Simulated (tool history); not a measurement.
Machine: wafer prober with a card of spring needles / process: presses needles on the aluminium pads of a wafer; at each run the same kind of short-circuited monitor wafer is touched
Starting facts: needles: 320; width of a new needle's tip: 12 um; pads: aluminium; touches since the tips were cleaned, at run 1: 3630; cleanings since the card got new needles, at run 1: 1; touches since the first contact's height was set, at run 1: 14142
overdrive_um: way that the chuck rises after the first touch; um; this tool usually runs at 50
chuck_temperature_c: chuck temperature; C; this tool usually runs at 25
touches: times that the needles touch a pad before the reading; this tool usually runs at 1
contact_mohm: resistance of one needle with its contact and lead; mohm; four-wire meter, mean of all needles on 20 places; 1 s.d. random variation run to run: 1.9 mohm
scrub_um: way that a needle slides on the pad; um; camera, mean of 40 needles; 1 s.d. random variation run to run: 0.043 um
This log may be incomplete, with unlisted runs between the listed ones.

run,hour,overdrive_um,chuck_temperature_c,touches,touches since the tips were cleaned,cleanings since the card got new needles,touches since the first contact's height was set,contact_mohm,scrub_um
1,0.0,50,25,1,3630,1,14142,304,7.73
2,5.1,50,43,1,4960,1,15472,323,7.71
3,13.6,50,43,1,7206,1,17718,339,7.71
# hour 19.9: tips cleaned on abrasive film
4,23.2,50,43,1,881,2,20219,248,7.67
5,29.2,55,43,1,2456,2,21794,276,8.48
6,40.5,50,25,1,5425,2,24763,327,7.65
7,49.0,50,123,1,7663,2,27001,340,7.59
# hour 53.1: tips cleaned on abrasive film
8,57.5,50,37,1,1163,3,29205,256,7.70
9,63.6,50,37,1,2772,3,30814,292,7.64
10,74.5,50,37,1,5639,3,33681,326,7.58
11,81.9,50,37,1,7588,3,35630,335,7.66
# hour 87.0: tips cleaned on abrasive film
12,90.4,32,53,1,895,4,37830,301,4.91
13,101.1,69,53,3,3717,4,40652,228,10.58
14,109.6,69,53,3,5954,4,42889,233,10.64
# hour 120.2: tips cleaned on abrasive film
15,120.9,30,53,2,182,5,45821,237,4.51
16,128.5,30,53,2,2176,5,47815,325,4.48
17,134.8,40,53,2,3848,5,49487,305,6.08
18,144.5,57,38,1,6394,5,52033,310,8.74
19,150.6,34,107,2,7985,5,53624,371,5.13

How would selected steps in contact_mohm from run to run divide? Give the signed amount a tool lacking its hidden state would still show from settings, what came in and random variation, and the signed amount left for the hidden state, including any gauge scatter that is not in both of the compared results.
Hidden state at play: debris on the tips, nm; way that the needles fall short of the set height, um; tips' diameter, um; drift of the gauge itself on contact_mohm, %; drift of the gauge itself on scrub_um, %.
Run 3 -> 4: tips cleaned on abrasive film. contact_mohm -91 mohm: hidden state -87, all else -4.
Run 15 -> 16: no setting touched and nothing written in the log between the runs. contact_mohm +88 mohm: hidden state +88, all else +0.
